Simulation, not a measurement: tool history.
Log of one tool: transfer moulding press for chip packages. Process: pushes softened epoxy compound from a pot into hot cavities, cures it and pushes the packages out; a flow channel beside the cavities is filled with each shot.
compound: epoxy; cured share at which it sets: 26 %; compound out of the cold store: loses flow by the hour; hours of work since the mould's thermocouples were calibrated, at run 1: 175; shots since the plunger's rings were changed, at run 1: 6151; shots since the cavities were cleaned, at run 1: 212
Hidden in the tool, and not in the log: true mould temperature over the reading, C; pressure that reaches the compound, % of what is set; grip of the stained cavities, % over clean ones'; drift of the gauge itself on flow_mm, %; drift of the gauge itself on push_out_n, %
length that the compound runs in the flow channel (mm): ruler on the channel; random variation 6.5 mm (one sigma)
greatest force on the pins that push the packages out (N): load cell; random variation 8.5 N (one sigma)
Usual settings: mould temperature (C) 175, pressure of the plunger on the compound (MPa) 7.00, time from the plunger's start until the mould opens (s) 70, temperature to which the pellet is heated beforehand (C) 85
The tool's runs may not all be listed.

run	hour	mould temperature (C)	pressure of the plunger on the compound (MPa)	time from the plunger's start until the mould opens (s)	temperature to which the pellet is heated beforehand (C)	hours of work since the mould's thermocouples were calibrated	shots since the plunger's rings were changed	shots since the cavities were cleaned	incoming compound's hours out of the cold store	length that the compound runs in the flow channel (mm)	greatest force on the pins that push the packages out (N)
1	0.0	175	7.00	70	85	175	6151	212	41.6	835	481
2	6.7	175	7.00	70	85	178	6244	305	32.9	838	521
# hour 14.0: plunger's sealing rings changed
3	20.6	175	7.00	70	85	185	90	462	34.5	945	571
# hour 32.5: cavities cleaned with cleaning compound and waxed
4	34.8	175	7.00	70	85	191	266	31	13.2	1021	398
5	48.1	175	7.00	70	85	199	450	215	21.4	992	491
6	55.9	175	7.00	70	85	203	557	322	11.6	1041	525
7	69.0	175	7.00	70	85	210	739	504	16.7	1000	590
# hour 77.5: cavities cleaned with cleaning compound and waxed
8	80.2	175	7.00	70	85	215	873	38	15.8	1004	401
9	88.7	175	7.00	105	85	220	989	154	32.5	939	348
10	100.5	175	7.00	57	85	226	1152	317	33.0	924	802
11	109.7	175	7.90	70	85	231	1279	444	22.8	1025	551
12	116.0	175	7.90	70	85	234	1367	532	24.7	1020	584
# hour 122.2: cavities cleaned with cleaning compound and waxed
13	127.8	175	7.90	70	85	240	1508	76	46.1	928	409
14	137.8	175	7.90	70	85	245	1646	214	29.3	988	481
15	144.6	175	7.90	70	85	249	1740	308	46.2	934	511
16	151.8	181	7.39	70	95	253	1840	408	25.1	945	469
17	160.0	172	7.00	91	85	257	1954	522	42.3	894	489
# hour 167.0: cavities cleaned with cleaning compound and waxed
18	168.5	178	5.82	79	91	261	2050	21	32.3	830	313
19	177.4	179	8.73	85	81	266	2173	144	37.3	987	376
20	184.8	179	8.24	56	92	270	2275	246	21.4	1034	603
21	198.0	173	7.66	73	94	277	2458	429	37.8	930	547
22	205.8	173	7.25	73	84	281	2565	536	24.7	982	624
# hour 212.2: cavities cleaned with cleaning compound and waxed
23	217.8	173	7.13	84	84	287	2710	77	17.1	993	353
24	229.3	173	7.13	84	84	293	2870	237	46.1	865	439
25	235.9	173	7.13	84	84	297	2960	327	26.7	951	453
26	246.7	171	7.29	74	84	303	3110	477	43.8	899	609
# hour 257.4: cavities cleaned with cleaning compound and waxed
27	261.7	175	7.00	77	85	310	3296	59	26.2	922	354
28	274.0	175	7.00	59	81	316	3466	229	20.6	950	721

Hidden state or all else? Some run-to-run changes of length that the compound runs in the flow channel (mm), split into what the settings, what came in and random variation would give without the hidden state, and what is left for the hidden state (with any gauge scatter that isn't in both results):
Run 2 -> 3: plunger's sealing rings changed. length that the compound runs in the flow channel (mm) +107: hidden state +85, all else +22.
Run 18 -> 19: mould temperature (C) 178 -> 179, pressure of the plunger on the compound (MPa) 5.82 -> 8.73, time from the plunger's start until the mould opens (s) 79 -> 85, temperature to which the pellet is heated beforehand (C) 91 -> 81. length that the compound runs in the flow channel (mm) +157: hidden state -7, all else +164.
Run 23 -> 24: no setting changed, nothing entered. length that the compound runs in the flow channel (mm) -128: hidden state +4, all else -132.
